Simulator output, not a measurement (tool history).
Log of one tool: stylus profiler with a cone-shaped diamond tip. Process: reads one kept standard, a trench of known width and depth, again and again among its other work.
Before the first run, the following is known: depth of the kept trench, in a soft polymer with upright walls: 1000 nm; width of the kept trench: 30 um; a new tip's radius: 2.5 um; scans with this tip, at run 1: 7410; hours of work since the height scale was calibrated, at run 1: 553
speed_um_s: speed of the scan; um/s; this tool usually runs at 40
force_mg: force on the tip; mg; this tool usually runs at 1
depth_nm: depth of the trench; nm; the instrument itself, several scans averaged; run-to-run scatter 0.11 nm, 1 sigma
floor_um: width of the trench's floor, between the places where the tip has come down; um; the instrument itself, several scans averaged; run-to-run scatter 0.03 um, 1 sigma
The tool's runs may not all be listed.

run   hour  speed_um_s  force_mg  scans with this tip  hours of work since the height scale was calibrated  depth_nm  floor_um
  1      0          40         1                 7410                                                  553   1001.98     22.69
  2   11.4          40         1                 7508                                                  561   1001.87     22.69
  3   19.4          40         1                 7577                                                  566   1001.89     22.68
  4   28.3          40         1                 7653                                                  572   1001.81      22.6
  5   38.9          40         1                 7744                                                  578   1002.15      22.6
  6   49.8         119         1                 7837                                                  585   1001.89     22.16
  7   63.3         119       2.1                 7953                                                  594   1003.93     22.33
  8   72.3         119       2.1                 8031                                                  600   1004.39     22.34
  9   79.2         119       2.1                 8090                                                  604   1004.03     22.26
 10   88.5         119       2.1                 8170                                                  610   1004.07      22.2
 11  102.9         119      0.65                 8293                                                  619   1000.83     21.87
 12  115.8         119      0.65                 8404                                                  628   1000.77     21.84
 13    129         119      0.65                 8517                                                  636   1000.98     21.79
 14  139.5          13         1                 8607                                                  643    1001.7     22.46
 15  146.2          13         1                 8664                                                  647   1001.66     22.48
 16  153.9          13         1                 8731                                                  652   1001.82     22.48
 17  160.7          13         1                 8789                                                  656   1001.84     22.47
 18  171.9          13         1                 8885                                                  664   1001.67     22.45
 19  182.6          13         1                 8977                                                  670   1001.85      22.3
 20  192.3          13         1                 9060                                                  677   1001.58      22.3
 21  202.2          13         1                 9145                                                  683   1001.81     22.28
     209.3  -- new tip fitted, height scale calibrated
 22    218          13         1                   74                                                    6   1003.62     25.82

Expected results for the next run?
 23  230.2          13         1                  179                                                   13         ?         ?

depth_nm: 1003.64 nm
floor_um: 25.77 um
The same run, on a tool lacking any hidden state, would have yielded depth_nm 1003.44 nm, floor_um 25.95 um.

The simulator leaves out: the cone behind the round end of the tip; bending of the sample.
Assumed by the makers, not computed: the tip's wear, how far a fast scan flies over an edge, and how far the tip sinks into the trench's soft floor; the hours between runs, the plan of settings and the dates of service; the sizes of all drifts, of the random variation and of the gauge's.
